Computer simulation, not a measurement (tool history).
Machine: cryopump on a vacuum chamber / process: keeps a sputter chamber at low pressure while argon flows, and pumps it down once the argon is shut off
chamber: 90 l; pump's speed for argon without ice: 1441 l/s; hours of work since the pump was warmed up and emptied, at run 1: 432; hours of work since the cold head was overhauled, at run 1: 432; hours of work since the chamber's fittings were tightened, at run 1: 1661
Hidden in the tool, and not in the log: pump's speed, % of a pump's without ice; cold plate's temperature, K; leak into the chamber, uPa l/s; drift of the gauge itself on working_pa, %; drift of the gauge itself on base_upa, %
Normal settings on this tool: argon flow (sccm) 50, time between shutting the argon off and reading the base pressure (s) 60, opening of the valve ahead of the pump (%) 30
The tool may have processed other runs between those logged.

run	day	argon flow (sccm)	time between shutting the argon off and reading the base pressure (s)	opening of the valve ahead of the pump (%)	hours of work since the pump was warmed up and emptied	hours of work since the cold head was overhauled	hours of work since the chamber's fittings were tightened	pressure while argon flows (Pa)	pressure after the wait (uPa)
1	0	50	60	30	432	432	1661	0.2032	2.46
2	0.562	50	60	41	442	442	1671	0.1521	2.52
3	0.85	50	60	41	447	447	1676	0.1515	2.46
4	1.108	50	60	41	452	452	1681	0.1528	2.46
5	1.55	50	60	30	460	460	1689	0.2039	2.37
6	1.829	50	60	30	465	465	1694	0.2041	2.48
7	2.462	50	60	30	476	476	1705	0.2039	2.42
8	2.725	50	60	43	481	481	1710	0.1465	2.44
9	3.038	50	60	43	487	487	1716	0.1463	2.45
10	3.462	50	60	43	495	495	1723	0.1445	2.41
11	4.079	50	60	43	506	506	1735	0.1464	2.49
12	4.462	50	60	43	513	513	1742	0.1461	2.51
13	4.767	50	60	30	518	518	1747	0.2054	2.56
14	5.104	50	60	30	524	524	1753	0.2068	2.51
15	5.383	50	60	30	529	529	1758	0.2054	2.46
16	5.825	50	60	30	537	537	1766	0.2045	2.55
17	6.108	50	34	30	542	542	1771	0.2051	3.45
18	6.688	50	34	30	553	553	1782	0.2064	3.52
19	7.138	49	60	41	561	561	1790	0.1515	2.54
20	7.771	49	33	41	573	573	1801	0.1507	3.49
21	8.204	73	214	41	580	580	1809	0.2257	1.67
22	8.525	66	88	55	586	586	1815	0.1575	2.19
23	8.929	37	88	53	593	593	1822	0.0906	2.17
24	9.292	37	88	33	600	600	1829	0.1403	2.17
25	9.588	37	88	41	605	605	1834	0.1151	2.22
26	10.217	37	88	41	617	617	1846	0.1157	2.24
27	10.758	25	298	16	627	627	1855	0.1895	1.56
28	11.392	36	298	20	638	638	1867	0.221	1.63
29	12	87	47	33	649	649	1878	0.3343	3.04
30	12.379	27	60	30	656	656	1885	0.1134	2.65
31	12.679	61	60	54	661	661	1890	0.1494	2.62
32	13.067	61	60	17	668	668	1897	0.4386	2.58
33	13.592	61	60	17	678	678	1907	0.4356	2.72
34	13.854	61	60	17	683	683	1911	0.4386	2.61

Below, some changes in pressure while argon flows (Pa) between adjacent runs. For each, the amount present without the hidden state too (settings, incoming material, random variation) and the amount remaining for the hidden state with gauge scatter not shared by both compared results:
Run 28 -> 29: argon flow (sccm) 36 -> 87, time between shutting the argon off and reading the base pressure (s) 298 -> 47, opening of the valve ahead of the pump (%) 20 -> 33. pressure while argon flows (Pa) +0.1133: hidden state +0.0139, all else +0.0994.
Run 29 -> 30: argon flow (sccm) 87 -> 27, time between shutting the argon off and reading the base pressure (s) 47 -> 60, opening of the valve ahead of the pump (%) 33 -> 30. pressure while argon flows (Pa) -0.2209: hidden state -0.016, all else -0.2049.
Run 30 -> 31: argon flow (sccm) 27 -> 61, opening of the valve ahead of the pump (%) 30 -> 54. pressure while argon flows (Pa) +0.036: hidden state +0.0093, all else +0.0267.
Run 31 -> 32: opening of the valve ahead of the pump (%) 54 -> 17. pressure while argon flows (Pa) +0.2892: hidden state +0.0003, all else +0.2889.

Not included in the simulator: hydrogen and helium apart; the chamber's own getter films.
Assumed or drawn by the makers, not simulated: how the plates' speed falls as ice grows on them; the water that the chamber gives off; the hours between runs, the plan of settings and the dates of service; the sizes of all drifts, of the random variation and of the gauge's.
